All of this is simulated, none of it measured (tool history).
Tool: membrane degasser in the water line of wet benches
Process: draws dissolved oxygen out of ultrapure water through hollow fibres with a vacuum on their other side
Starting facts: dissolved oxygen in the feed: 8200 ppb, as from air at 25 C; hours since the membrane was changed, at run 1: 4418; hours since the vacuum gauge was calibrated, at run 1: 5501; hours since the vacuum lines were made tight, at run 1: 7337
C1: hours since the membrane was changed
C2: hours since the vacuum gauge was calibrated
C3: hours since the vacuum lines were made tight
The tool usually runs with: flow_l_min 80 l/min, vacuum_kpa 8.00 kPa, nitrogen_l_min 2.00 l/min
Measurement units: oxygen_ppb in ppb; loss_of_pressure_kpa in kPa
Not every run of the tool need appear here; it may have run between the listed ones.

Run 1, hour 0.0: usual settings; C1 4418; C2 5501; C3 7337. Result: oxygen_ppb 422.3 ppb, loss_of_pressure_kpa 40.20 kPa.
At hour 101.9: vacuum gauge calibrated.
Run 2, hour 119.7: usual settings but flow_l_min 69 l/min; C1 4537; C2 18; C3 7456. Result: oxygen_ppb 372.1 ppb, loss_of_pressure_kpa 34.68 kPa.
Run 3, hour 187.0: usual settings but flow_l_min 69 l/min; C1 4605; C2 85; C3 7523. Result: oxygen_ppb 362.7 ppb, loss_of_pressure_kpa 34.83 kPa.
At hour 223.3: seals of the vacuum lines changed.
Run 4, hour 335.5: usual settings but flow_l_min 69 l/min; C1 4751; C2 232; C3 112. Result: oxygen_ppb 368.4 ppb, loss_of_pressure_kpa 34.94 kPa.
Run 5, hour 467.7: usual settings but flow_l_min 69 l/min; C1 4883; C2 364; C3 244. Result: oxygen_ppb 370.9 ppb, loss_of_pressure_kpa 34.61 kPa.
Run 6, hour 588.7: usual settings but flow_l_min 69 l/min; C1 5004; C2 485; C3 365. Result: oxygen_ppb 373.9 ppb, loss_of_pressure_kpa 34.87 kPa.
Run 7, hour 733.4: usual settings; C1 5149; C2 629; C3 510. Result: oxygen_ppb 434.6 ppb, loss_of_pressure_kpa 40.42 kPa.
At hour 768.3: vacuum gauge calibrated, once more.
Run 8, hour 850.5: usual settings; C1 5266; C2 82; C3 627. Result: oxygen_ppb 403.4 ppb, loss_of_pressure_kpa 40.47 kPa.
Run 9, hour 967.2: usual settings but flow_l_min 70 l/min; C1 5382; C2 199; C3 743. Result: oxygen_ppb 350.9 ppb, loss_of_pressure_kpa 35.61 kPa.
Run 10, hour 1130.1: usual settings but flow_l_min 70 l/min, nitrogen_l_min 1.38 l/min; C1 5545; C2 362; C3 906. Result: oxygen_ppb 462.1 ppb, loss_of_pressure_kpa 35.36 kPa.
Run 11, hour 1286.1: usual settings but flow_l_min 70 l/min, nitrogen_l_min 1.38 l/min; C1 5701; C2 518; C3 1062. Result: oxygen_ppb 460.8 ppb, loss_of_pressure_kpa 35.52 kPa.
Run 12, hour 1363.4: usual settings; C1 5779; C2 595; C3 1140. Result: oxygen_ppb 410.8 ppb, loss_of_pressure_kpa 40.31 kPa.
Run 13, hour 1513.9: usual settings; C1 5929; C2 746; C3 1290. Result: oxygen_ppb 407.1 ppb, loss_of_pressure_kpa 40.65 kPa.
Run 14, hour 1625.1: usual settings; C1 6040; C2 857; C3 1401. Result: oxygen_ppb 415.0 ppb, loss_of_pressure_kpa 40.46 kPa.
Run 15, hour 1729.2: usual settings but vacuum_kpa 14.95 kPa; C1 6144; C2 961; C3 1505. Result: oxygen_ppb 893.2 ppb, loss_of_pressure_kpa 40.91 kPa.
Run 16, hour 1870.5: usual settings; C1 6286; C2 1102; C3 1647. Result: oxygen_ppb 408.4 ppb, loss_of_pressure_kpa 40.45 kPa.
Run 17, hour 2030.8: usual settings but vacuum_kpa 18.75 kPa; C1 6446; C2 1262; C3 1807. Result: oxygen_ppb 1134.9 ppb, loss_of_pressure_kpa 40.71 kPa.
Run 18, hour 2167.6: usual settings but flow_l_min 57 l/min, vacuum_kpa 11.56 kPa; C1 6583; C2 1399; C3 1944. Result: oxygen_ppb 489.8 ppb, loss_of_pressure_kpa 28.89 kPa.
Run 19, hour 2241.6: usual settings but flow_l_min 90 l/min, vacuum_kpa 15.29 kPa, nitrogen_l_min 4.86 l/min; C1 6657; C2 1473; C3 2018. Result: oxygen_ppb 534.0 ppb, loss_of_pressure_kpa 45.52 kPa.
Run 20, hour 2397.9: usual settings but flow_l_min 63 l/min, vacuum_kpa 14.41 kPa, nitrogen_l_min 4.86 l/min; C1 6813; C2 1630; C3 2174. Result: oxygen_ppb 334.4 ppb, loss_of_pressure_kpa 31.85 kPa.
Run 21, hour 2538.2: usual settings but flow_l_min 63 l/min, vacuum_kpa 14.41 kPa, nitrogen_l_min 4.86 l/min; C1 6953; C2 1770; C3 2314. Result: oxygen_ppb 347.0 ppb, loss_of_pressure_kpa 31.85 kPa.
Run 22, hour 2672.2: usual settings but flow_l_min 50 l/min, vacuum_kpa 15.75 kPa, nitrogen_l_min 4.80 l/min; C1 7087; C2 1904; C3 2448. Result: oxygen_ppb 303.2 ppb, loss_of_pressure_kpa 25.57 kPa.
Run 23, hour 2757.9: usual settings but flow_l_min 50 l/min, vacuum_kpa 13.32 kPa, nitrogen_l_min 2.70 l/min; C1 7173; C2 1990; C3 2534. Result: oxygen_ppb 405.0 ppb, loss_of_pressure_kpa 25.46 kPa.
Run 24, hour 2854.5: usual settings but flow_l_min 72 l/min, vacuum_kpa 11.50 kPa, nitrogen_l_min 1.91 l/min; C1 7270; C2 2086; C3 2631. Result: oxygen_ppb 617.7 ppb, loss_of_pressure_kpa 36.55 kPa.
Run 25, hour 2924.0: usual settings but flow_l_min 75 l/min; C1 7339; C2 2156; C3 2700. Result: oxygen_ppb 386.5 ppb, loss_of_pressure_kpa 38.18 kPa.
Run 26, hour 3008.4: usual settings but flow_l_min 53 l/min, nitrogen_l_min 1.78 l/min; C1 7424; C2 2240; C3 2785. Result: oxygen_ppb 305.7 ppb, loss_of_pressure_kpa 26.97 kPa.
Run 27, hour 3140.3: usual settings but flow_l_min 53 l/min, nitrogen_l_min 1.78 l/min; C1 7555; C2 2372; C3 2916. Result: oxygen_ppb 302.4 ppb, loss_of_pressure_kpa 27.27 kPa.
Run 28, hour 3261.8: usual settings but vacuum_kpa 9.05 kPa; C1 7677; C2 2494; C3 3038. Result: oxygen_ppb 491.7 ppb, loss_of_pressure_kpa 40.86 kPa.
Run 29, hour 3327.9: usual settings but vacuum_kpa 9.05 kPa; C1 7743; C2 2560; C3 3104. Result: oxygen_ppb 492.3 ppb, loss_of_pressure_kpa 40.98 kPa.
Run 30, hour 3405.1: usual settings but vacuum_kpa 7.74 kPa, nitrogen_l_min 5.11 l/min; C1 7820; C2 2637; C3 3181. Result: oxygen_ppb 200.7 ppb, loss_of_pressure_kpa 40.86 kPa.
Run 31, hour 3503.0: usual settings but flow_l_min 60 l/min, vacuum_kpa 7.74 kPa, nitrogen_l_min 5.11 l/min; C1 7918; C2 2735; C3 3279. Result: oxygen_ppb 135.0 ppb, loss_of_pressure_kpa 30.74 kPa.

A few steps of oxygen_ppb between consecutive runs. Split each: what settings, incoming material and random variation would produce without the hidden state, and what is left over for the hidden state, along with gauge scatter present in only one of the two compared results (measured, and without hidden state):
What the log doesn't record here: membrane still open, %; true pressure behind the membrane over the reading, kPa; air that leaks in behind the membrane, l/min; drift of the gauge itself on oxygen_ppb, %; drift of the gauge itself on loss_of_pressure_kpa, %.
Run 7 -> 8: vacuum gauge calibrated, once more. oxygen_ppb -31.2 ppb: hidden state -27.1, all else -4.1.
Run 15 -> 16: vacuum_kpa 14.95 -> 8.00. oxygen_ppb -484.8 ppb: hidden state +1.2, all else -486.0.
Run 16 -> 17: vacuum_kpa 8.00 -> 18.75. oxygen_ppb +726.5 ppb: hidden state -0.5, all else +727.0.
Run 17 -> 18: flow_l_min 80 -> 57, vacuum_kpa 18.75 -> 11.56. oxygen_ppb -645.1 ppb: hidden state -2.4, all else -642.7.
Run 23 -> 24: flow_l_min 50 -> 72, vacuum_kpa 13.32 -> 11.50, nitrogen_l_min 2.70 -> 1.91. oxygen_ppb +212.7 ppb: hidden state +4.7, all else +208.0.
Run 27 -> 28: flow_l_min 53 -> 80, vacuum_kpa 8.00 -> 9.05, nitrogen_l_min 1.78 -> 2.00. oxygen_ppb +189.3 ppb: hidden state +5.6, all else +183.7.

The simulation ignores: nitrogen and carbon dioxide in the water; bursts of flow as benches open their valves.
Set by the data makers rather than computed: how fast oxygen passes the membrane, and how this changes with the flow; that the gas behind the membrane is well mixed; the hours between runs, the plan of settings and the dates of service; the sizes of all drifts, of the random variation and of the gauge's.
